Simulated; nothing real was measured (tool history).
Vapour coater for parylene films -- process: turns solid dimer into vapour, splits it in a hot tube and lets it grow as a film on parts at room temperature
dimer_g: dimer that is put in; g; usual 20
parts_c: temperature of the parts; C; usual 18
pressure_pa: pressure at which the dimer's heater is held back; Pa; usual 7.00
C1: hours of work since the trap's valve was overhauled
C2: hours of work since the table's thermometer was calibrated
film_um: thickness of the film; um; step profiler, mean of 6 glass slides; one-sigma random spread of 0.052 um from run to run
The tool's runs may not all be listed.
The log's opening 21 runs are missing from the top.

{"run": 22, "day": 14.154, "dimer_g": 20, "parts_c": 18, "pressure_pa": 10.03, "C1": 197, "C2": 380, "film_um": 8.09}
{"run": 23, "day": 14.975, "dimer_g": 20, "parts_c": 18, "pressure_pa": 10.03, "C1": 209, "C2": 392, "film_um": 8.08}
{"run": 24, "day": 15.588, "dimer_g": 20, "parts_c": 18, "pressure_pa": 10.03, "C1": 219, "C2": 402, "film_um": 8.03}
{"run": 25, "day": 16.292, "dimer_g": 30, "parts_c": 14, "pressure_pa": 5.18, "C1": 230, "C2": 412, "film_um": 14.11}
{"run": 26, "day": 16.733, "dimer_g": 30, "parts_c": 18, "pressure_pa": 3.51, "C1": 237, "C2": 419, "film_um": 13.26}
{"run": 27, "day": 17.438, "dimer_g": 21, "parts_c": 18, "pressure_pa": 4.84, "C1": 247, "C2": 430, "film_um": 9.11}
{"run": 28, "day": 17.896, "dimer_g": 15, "parts_c": 14, "pressure_pa": 2.1, "C1": 254, "C2": 437, "film_um": 7.69}
{"run": 29, "day": 18.608, "dimer_g": 15, "parts_c": 14, "pressure_pa": 2.1, "C1": 265, "C2": 448, "film_um": 7.74}
{"run": 30, "day": 19.333, "dimer_g": 20, "parts_c": 11, "pressure_pa": 7.99, "C1": 277, "C2": 459, "film_um": 9.56}
{"run": 31, "day": 19.95, "dimer_g": 20, "parts_c": 11, "pressure_pa": 7.99, "C1": 286, "C2": 469, "film_um": 9.52}
{"run": 32, "day": 20.746, "dimer_g": 20, "parts_c": 18, "pressure_pa": 2.29, "C1": 298, "C2": 481, "film_um": 9.23}
{"run": 33, "day": 21.338, "dimer_g": 20, "parts_c": 18, "pressure_pa": 2.29, "C1": 308, "C2": 490, "film_um": 9.18}
{"run": 34, "day": 21.917, "dimer_g": 18, "parts_c": 16, "pressure_pa": 11.1, "C1": 316, "C2": 499, "film_um": 7.23}
{"run": 35, "day": 22.417, "dimer_g": 9, "parts_c": 18, "pressure_pa": 7.0, "C1": 324, "C2": 507, "film_um": 3.59}
{"run": 36, "day": 23.212, "dimer_g": 9, "parts_c": 18, "pressure_pa": 7.0, "C1": 336, "C2": 519, "film_um": 3.66}
{"run": 37, "day": 23.683, "dimer_g": 9, "parts_c": 18, "pressure_pa": 7.0, "C1": 344, "C2": 526, "film_um": 3.67}
{"run": 38, "day": 24.167, "dimer_g": 9, "parts_c": 18, "pressure_pa": 7.0, "C1": 351, "C2": 534, "film_um": 3.63}
{"day": 24.412, "done": "trap's valve overhauled"}
{"run": 39, "day": 24.904, "dimer_g": 13, "parts_c": 26, "pressure_pa": 4.52, "C1": 8, "C2": 543, "film_um": 4.97}
{"run": 40, "day": 25.729, "dimer_g": 10, "parts_c": 15, "pressure_pa": 8.45, "C1": 20, "C2": 555, "film_um": 4.58}
{"run": 41, "day": 26.196, "dimer_g": 35, "parts_c": 15, "pressure_pa": 8.45, "C1": 27, "C2": 563, "film_um": 16.14}
{"run": 42, "day": 27.138, "dimer_g": 23, "parts_c": 10, "pressure_pa": 7.0, "C1": 42, "C2": 577, "film_um": 12.07}

What does the tool deliver on the next run?
{"run": 43, "day": 27.583, "dimer_g": 20, "parts_c": 16, "pressure_pa": 9.0, "C1": 49, "C2": 584, "film_um": "?"}

Run 43 came out at film_um 8.79 um.
Without the tool's hidden state the same run would have given film_um 8.79 um.
